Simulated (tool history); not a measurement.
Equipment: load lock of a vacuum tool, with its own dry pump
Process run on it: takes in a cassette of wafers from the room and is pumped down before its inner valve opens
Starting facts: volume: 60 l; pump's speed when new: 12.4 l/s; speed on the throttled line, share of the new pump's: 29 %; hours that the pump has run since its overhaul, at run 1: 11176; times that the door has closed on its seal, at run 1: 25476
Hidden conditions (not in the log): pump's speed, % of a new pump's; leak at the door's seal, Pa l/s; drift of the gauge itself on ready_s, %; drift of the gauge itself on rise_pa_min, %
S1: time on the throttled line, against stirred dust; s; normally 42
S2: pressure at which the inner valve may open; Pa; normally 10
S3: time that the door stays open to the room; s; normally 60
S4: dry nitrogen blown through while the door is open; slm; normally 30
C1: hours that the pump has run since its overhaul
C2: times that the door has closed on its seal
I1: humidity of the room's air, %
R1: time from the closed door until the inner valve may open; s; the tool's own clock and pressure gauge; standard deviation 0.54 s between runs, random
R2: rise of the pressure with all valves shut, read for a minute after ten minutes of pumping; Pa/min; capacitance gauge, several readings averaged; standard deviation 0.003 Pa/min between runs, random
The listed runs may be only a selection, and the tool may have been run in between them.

run,hour,S1,S2,S3,S4,C1,C2,I1,R1,R2
1,0,42,10,60,30,11176,25476,47.9,81.6,0.277
2,230,42,10,60,30,11406,26462,44.8,82.1,0.29
3,421.4,42,10,60,30,11597,27282,48.3,82.3,0.318
# hour 541.3: dry pump taken out, an overhauled one fitted
4,559.9,42,10,60,30,19,27851,48,74.5,0.324
5,750.8,42,10,60,30,209,28669,45.8,74.8,0.327
6,872.3,42,10,60,30,331,29191,44.1,75.3,0.347
7,1002.9,42,10,60,30,462,29751,43.6,75.3,0.354
8,1180.5,42,10,60,4,639,30512,45.5,74.9,0.39
9,1301.9,42,10,60,30,761,31033,43.4,74.9,0.383
10,1552.2,42,10,60,30,1011,32106,46.8,76.4,0.401
11,1754.8,42,10,60,30,1214,32975,44.9,75.6,0.408
12,2033.1,42,10,60,30,1492,34168,42,76.7,0.427
13,2278.5,42,10,60,30,1737,35221,47.2,76.9,0.455
14,2415.7,23,16,115,30,1874,35809,44.1,60,0.473
15,2638.2,23,16,115,26,2097,36763,41.6,59.8,0.489
16,2790.4,23,16,115,26,2249,37416,41.8,61.2,0.511
17,2951.9,39,10,132,17,2411,38108,44,74.4,0.55
18,3141.7,77,10,60,37,2600,38922,47.2,100.2,0.55

Subtracting, for every run, the result it would have given without the tool's unlogged condition from the measured result gives the following. The same run-to-run variation enters both numbers; the gauge's scatter may not:
run,R1,R2
1,+6.8,+0.255
2,+7.1,+0.276
3,+7.2,+0.288
4,+0.2,+0.299
5,+0.3,+0.308
6,+0.4,+0.323
7,+0.4,+0.334
8,+0.6,+0.349
9,+0.6,+0.363
10,+0.8,+0.38
11,+0.8,+0.388
12,+1,+0.409
13,+1.2,+0.434
14,+1.4,+0.451
15,+1.5,+0.466
16,+1.7,+0.483
17,+1.6,+0.509
18,+1.3,+0.525

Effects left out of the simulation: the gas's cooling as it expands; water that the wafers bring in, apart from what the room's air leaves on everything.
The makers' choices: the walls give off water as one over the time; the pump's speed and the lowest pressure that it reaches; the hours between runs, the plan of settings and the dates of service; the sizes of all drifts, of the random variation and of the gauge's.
